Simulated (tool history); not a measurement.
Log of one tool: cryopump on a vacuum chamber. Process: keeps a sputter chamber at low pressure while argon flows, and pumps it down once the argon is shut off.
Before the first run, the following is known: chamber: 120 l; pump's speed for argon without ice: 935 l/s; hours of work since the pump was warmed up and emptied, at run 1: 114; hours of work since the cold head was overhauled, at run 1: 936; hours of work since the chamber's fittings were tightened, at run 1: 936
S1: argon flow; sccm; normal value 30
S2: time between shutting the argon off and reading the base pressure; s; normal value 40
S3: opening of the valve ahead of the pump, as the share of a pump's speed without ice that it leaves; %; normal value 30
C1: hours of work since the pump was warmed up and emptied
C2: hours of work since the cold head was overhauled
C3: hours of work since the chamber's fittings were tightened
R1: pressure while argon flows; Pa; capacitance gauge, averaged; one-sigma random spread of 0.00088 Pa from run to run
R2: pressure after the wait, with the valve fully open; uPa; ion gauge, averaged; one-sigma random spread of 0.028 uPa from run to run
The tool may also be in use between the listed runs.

| run | day | S1 | S2 | S3 | C1 | C2 | C3 | R1 | R2 |
|---|---|---|---|---|---|---|---|---|---|
| 1 | 0 | 30 | 40 | 30 | 114 | 936 | 936 | 0.1835 | 2.62 |
| 2 | 4.338 | 30 | 40 | 30 | 162 | 984 | 984 | 0.1857 | 2.65 |
| 3 | 7.117 | 30 | 40 | 27 | 193 | 1015 | 1015 | 0.2034 | 2.72 |
| 4 | 10.088 | 30 | 40 | 30 | 226 | 1047 | 1047 | 0.1862 | 2.8 |
| 5 | 14.462 | 30 | 40 | 30 | 274 | 1096 | 1096 | 0.1853 | 2.85 |
| 6 | 17.771 | 21 | 40 | 30 | 310 | 1132 | 1132 | 0.1316 | 2.93 |
| 7 | 21.638 | 21 | 134 | 30 | 353 | 1175 | 1175 | 0.1323 | 2.46 |
| 8 | 24.35 | 30 | 40 | 30 | 383 | 1205 | 1205 | 0.1866 | 3.16 |
|  | 25.471 | pump warmed up, emptied and cooled again |
| 9 | 29.079 | 30 | 40 | 30 | 40 | 1255 | 1255 | 0.1838 | 2.99 |
| 10 | 34.171 | 30 | 40 | 30 | 96 | 1311 | 1311 | 0.1835 | 3.13 |
| 11 | 37.342 | 30 | 40 | 30 | 131 | 1346 | 1346 | 0.1853 | 3.22 |
| 12 | 41.762 | 30 | 40 | 30 | 180 | 1394 | 1394 | 0.1862 | 3.32 |
| 13 | 46.812 | 30 | 115 | 30 | 235 | 1450 | 1450 | 0.1852 | 2.8 |
| 14 | 51.125 | 30 | 115 | 30 | 283 | 1498 | 1498 | 0.1881 | 2.93 |
| 15 | 56.258 | 30 | 115 | 30 | 340 | 1554 | 1554 | 0.1896 | 3.08 |
|  | 61.25 | pump warmed up, emptied and cooled again |
| 16 | 61.25 | 30 | 36 | 51 | 0 | 1607 | 1607 | 0.1068 | 3.48 |
| 17 | 64.379 | 35 | 40 | 30 | 35 | 1642 | 1642 | 0.2115 | 3.43 |
| 18 | 68.75 | 35 | 40 | 30 | 83 | 1690 | 1690 | 0.2121 | 3.7 |
| 19 | 71.442 | 35 | 40 | 30 | 112 | 1720 | 1720 | 0.2135 | 3.71 |
| 20 | 73.754 | 35 | 40 | 39 | 138 | 1745 | 1745 | 0.1664 | 3.83 |
| 21 | 79.162 | 35 | 40 | 39 | 198 | 1805 | 1805 | 0.1684 | 3.9 |
| 22 | 83.946 | 22 | 33 | 24 | 250 | 1857 | 1857 | 0.1697 | 4.27 |

Run 23 has not been measured yet. What should we expect?
| 23 | 86.996 | 33 | 25 | 51 | 284 | 1891 | 1891 | ? | ? |

R1: 0.1248 Pa
R2: 4.69 uPa
If the tool had no hidden condition, the same run with the same run-to-run variation would have returned R1 0.1177 Pa, R2 1.87 uPa.
